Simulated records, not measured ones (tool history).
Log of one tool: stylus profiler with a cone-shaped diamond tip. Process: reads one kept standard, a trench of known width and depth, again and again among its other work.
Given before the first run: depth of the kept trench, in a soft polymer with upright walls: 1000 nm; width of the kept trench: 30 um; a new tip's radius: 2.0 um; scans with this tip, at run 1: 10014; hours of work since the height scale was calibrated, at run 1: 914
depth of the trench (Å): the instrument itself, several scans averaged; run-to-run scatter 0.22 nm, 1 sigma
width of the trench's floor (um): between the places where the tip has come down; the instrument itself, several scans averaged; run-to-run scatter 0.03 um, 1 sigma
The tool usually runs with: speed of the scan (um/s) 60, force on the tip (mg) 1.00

run	hour	speed of the scan (um/s)	force on the tip (mg)	scans with this tip	hours of work since the height scale was calibrated	depth of the trench (Å)	width of the trench's floor (um)
1	0.0	60	1.00	10014	914	10035.0	25.65
2	53.9	60	1.00	10467	955	10033.5	25.61
3	84.2	60	1.00	10721	978	10033.5	25.58
4	133.9	60	1.00	11138	1016	10034.4	25.57
5	161.0	60	1.00	11365	1037	10028.0	25.62
6	213.0	60	1.00	11802	1077	10029.7	25.54
7	270.2	60	1.00	12281	1121	10026.0	25.53
8	319.7	60	1.00	12697	1159	10023.8	25.46
9	363.8	60	1.00	13067	1192	10023.2	25.42
10	415.2	60	1.00	13498	1232	10016.8	25.45
11	467.8	60	1.19	13939	1272	10027.2	25.42
12	508.4	60	1.19	14280	1303	10027.0	25.42
13	533.1	60	1.19	14487	1322	10025.9	25.43
14	561.1	60	1.00	14722	1343	10016.7	25.46
15	599.4	60	1.00	15043	1373	10012.6	25.41
16	641.1	60	0.72	15393	1405	9998.5	25.27
17	685.7	60	0.72	15767	1439	9996.7	25.30
18	725.9	60	0.72	16105	1470	9994.9	25.24
# hour 769.2: height scale calibrated on a step standard
19	782.6	60	0.72	16576	10	10057.8	25.22
20	818.3	60	0.72	16875	38	10055.0	25.25
21	869.4	60	0.72	17304	77	10050.9	25.24
22	912.2	34	2.32	17663	109	10126.3	25.46
23	942.8	226	0.58	17920	133	10043.7	24.17
24	972.2	139	0.34	18167	155	10026.3	24.38
25	1006.3	139	0.34	18453	182	10028.6	24.37
26	1056.5	139	0.34	18874	220	10022.7	24.35
27	1099.4	36	1.68	19233	253	10089.2	25.30
28	1135.0	36	1.68	19532	280	10093.9	25.31
29	1191.7	59	1.47	20008	323	10080.7	25.21
30	1228.6	59	1.47	20318	352	10079.9	25.17
31	1272.5	109	0.60	20686	385	10033.5	24.74
32	1324.7	109	0.60	21124	425	10035.5	24.75
33	1370.3	101	1.89	21507	460	10087.2	25.00

Here are 3 independent what-if runs from the current tool condition. What would each one return?
A	1416.6	101	1.34	21895	496	?	?
B	1416.6	120	1.27	21895	496	?	?
C	1416.6	58	0.60	21895	496	?	?

run	depth of the trench (Å)	width of the trench's floor (um)
A	10065.8	24.88
B	10063.8	24.82
C	10032.8	24.98
Stripped of hidden state, with their random variation kept, the same runs would have yielded:
run	depth of the trench (Å)	width of the trench's floor (um)
A	10087.9	26.09
B	10085.9	26.03
C	10054.9	26.19
